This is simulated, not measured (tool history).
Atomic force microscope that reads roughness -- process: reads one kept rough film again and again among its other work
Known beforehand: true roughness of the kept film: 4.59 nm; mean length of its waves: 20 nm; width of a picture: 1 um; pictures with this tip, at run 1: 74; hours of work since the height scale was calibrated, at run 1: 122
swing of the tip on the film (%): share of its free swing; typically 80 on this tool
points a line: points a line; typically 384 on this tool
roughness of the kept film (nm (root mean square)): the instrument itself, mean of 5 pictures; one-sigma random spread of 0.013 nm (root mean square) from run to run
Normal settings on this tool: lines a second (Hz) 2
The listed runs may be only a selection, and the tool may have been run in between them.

run	hour	lines a second (Hz)	swing of the tip on the film (%)	points a line	pictures with this tip	hours of work since the height scale was calibrated	roughness of the kept film (nm (root mean square))
1	0	2	80	384	74	122	2.851
2	14.8	2	80	384	104	132	2.758
3	23.8	3.89	80	384	123	138	2.401
4	31.8	2	80	384	139	143	2.668
5	40.4	2.19	80	384	157	148	2.597
6	53.7	2	80	384	184	157	2.57
7	68.2	2	80	384	214	167	2.496
8	79.6	2	80	384	238	174	2.448
9	97.5	2	80	384	275	186	2.377
# hour 102.9: new tip fitted
10	108.1	2	80	384	11	192	3.067
11	122.8	2	80	384	41	202	2.968
12	130.5	2.81	80	384	57	207	2.758
13	147.2	2	77	384	91	218	2.864
14	163	2	77	384	124	228	2.776
15	173.1	2	80	384	145	234	2.691
16	181.2	2	80	384	162	240	2.637
17	192.3	2	80	384	184	247	2.575
18	201.8	2	80	384	204	253	2.536
19	215.3	2	80	384	232	262	2.495
20	229.2	0.69	80	384	261	271	2.67
# hour 241.7: new tip fitted
21	247.1	0.69	80	384	12	282	3.408
22	260.7	2	80	384	40	291	2.947
23	272.1	2	80	384	63	299	2.872
24	281.8	0.6	80	384	83	305	3.161
25	293.3	2.22	80	384	107	312	2.694
26	301.6	0.65	72	865	124	318	3.133
27	312.9	2	56	856	147	325	3.026
28	330.4	2	71	856	183	336	2.745
29	338.1	2	71	856	199	342	2.723
30	349.7	1.87	76	384	223	349	2.54
# hour 351.9: height scale calibrated on a step standard
31	364.5	1.87	76	289	252	8	2.465
32	377.9	0.63	84	760	280	17	2.614
# hour 380.4: new tip fitted
# hour 389.7: height scale calibrated on a step standard, once more
33	391	2	83	384	20	1	2.969
34	407.4	2	83	384	53	11	2.849
35	416.1	0.55	55	813	71	17	3.401
36	433.2	2.02	64	593	107	28	3.085
37	450.6	3	80	947	142	40	2.516
38	461.7	1.04	58	417	165	47	3.011
39	470.4	1.04	58	417	183	52	2.957
40	480	2.2	63	301	203	59	2.749
41	492.1	2.2	57	699	228	67	2.794
42	502.8	2.2	57	699	250	74	2.751
43	512.6	2.2	57	699	270	80	2.691
# hour 519.8: new tip fitted
44	529.6	2.2	57	699	20	91	3.395
45	543.8	0.71	59	986	50	100	3.439
46	561	2	73	384	85	111	2.955
47	574.6	2	73	384	113	120	2.868

3 options for the next run, each taken on its own from the tool as it stands now. Forecast them:
A	591.5	0.81	84	560	148	131	?
B	591.5	2	76	384	148	131	?
C	591.5	2	80	542	148	131	?

run	roughness of the kept film (nm (root mean square))
A	2.884
B	2.718
C	2.671
With no hidden state in the tool, these same runs would have given:
run	roughness of the kept film (nm (root mean square))
A	3.396
B	3.2
C	3.145
